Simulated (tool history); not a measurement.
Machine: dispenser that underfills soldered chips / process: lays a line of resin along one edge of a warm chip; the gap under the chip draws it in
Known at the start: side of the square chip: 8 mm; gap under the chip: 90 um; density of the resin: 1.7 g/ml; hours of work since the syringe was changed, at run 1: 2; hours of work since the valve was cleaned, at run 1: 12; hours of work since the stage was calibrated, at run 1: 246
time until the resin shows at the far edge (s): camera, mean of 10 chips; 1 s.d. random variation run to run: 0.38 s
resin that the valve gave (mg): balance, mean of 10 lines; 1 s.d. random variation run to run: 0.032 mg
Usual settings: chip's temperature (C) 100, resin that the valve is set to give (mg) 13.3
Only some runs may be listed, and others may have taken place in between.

run,day,chip's temperature (C),resin that the valve is set to give (mg),hours of work since the syringe was changed,hours of work since the valve was cleaned,hours of work since the stage was calibrated,time until the resin shows at the far edge (s),resin that the valve gave (mg)
1,0,100,13.3,2,12,246,29.6,13.26
2,0.304,100,13.3,7,17,251,42.5,13.16
# day 0.454: new syringe of resin
3,0.554,109,13.3,2,21,255,19,13.18
4,0.908,109,12.2,7,26,261,28.6,12.03
# day 1.058: new syringe of resin
5,1.3,100,13.8,4,32,267,32.6,13.62
# day 1.646: new syringe of resin
6,1.783,100,13.8,2,40,275,29.9,13.5
7,2.021,98,14.9,6,44,279,41.6,14.6
# day 2.238: new syringe of resin
8,2.467,98,14.9,4,51,286,35,14.47
9,2.729,98,14.9,8,55,290,46.5,14.44
# day 2.829: new syringe of resin
10,3.071,97,15.4,4,61,295,37.4,14.97
11,3.346,87,17.3,8,65,300,80.6,16.75

Take each entry between the runs: how does the hidden state at the last listed run before it differ from the hidden state at the first listed run after it?
From run 2 to run 3: new syringe of resin (day 0.454)
  resin's viscosity, % of fresh resin's: 169.1 -> 112.3; dose that the valve gives, % of what is set: 99.03 -> 98.84; true chip temperature over the reading, C: -1.89 -> -1.91
  difference, measured minus the result without the unlogged condition, time until the resin shows at the far edge (s): +19.5 -> +3.4; resin that the valve gave (mg): -0.13 -> -0.16
From run 4 to run 5: new syringe of resin (day 1.058)
  resin's viscosity, % of fresh resin's: 167.7 -> 132; dose that the valve gives, % of what is set: 98.6 -> 98.32; true chip temperature over the reading, C: -1.95 -> -2
  difference, measured minus the result without the unlogged condition, time until the resin shows at the far edge (s): +13.1 -> +9.9; resin that the valve gave (mg): -0.17 -> -0.23
From run 5 to run 6: new syringe of resin (day 1.646)
  resin's viscosity, % of fresh resin's: 132 -> 118.9; dose that the valve gives, % of what is set: 98.32 -> 97.95; true chip temperature over the reading, C: -2 -> -2.05
  difference, measured minus the result without the unlogged condition, time until the resin shows at the far edge (s): +9.9 -> +7; resin that the valve gave (mg): -0.23 -> -0.29
From run 7 to run 8: new syringe of resin (day 2.238)
  resin's viscosity, % of fresh resin's: 155.8 -> 129.5; dose that the valve gives, % of what is set: 97.77 -> 97.45; true chip temperature over the reading, C: -2.08 -> -2.13
  difference, measured minus the result without the unlogged condition, time until the resin shows at the far edge (s): +17.5 -> +10.4; resin that the valve gave (mg): -0.33 -> -0.38
From run 9 to run 10: new syringe of resin (day 2.829)
  resin's viscosity, % of fresh resin's: 174.1 -> 131.7; dose that the valve gives, % of what is set: 97.26 -> 96.99; true chip temperature over the reading, C: -2.15 -> -2.19
  difference, measured minus the result without the unlogged condition, time until the resin shows at the far edge (s): +22.2 -> +11.8; resin that the valve gave (mg): -0.41 -> -0.46
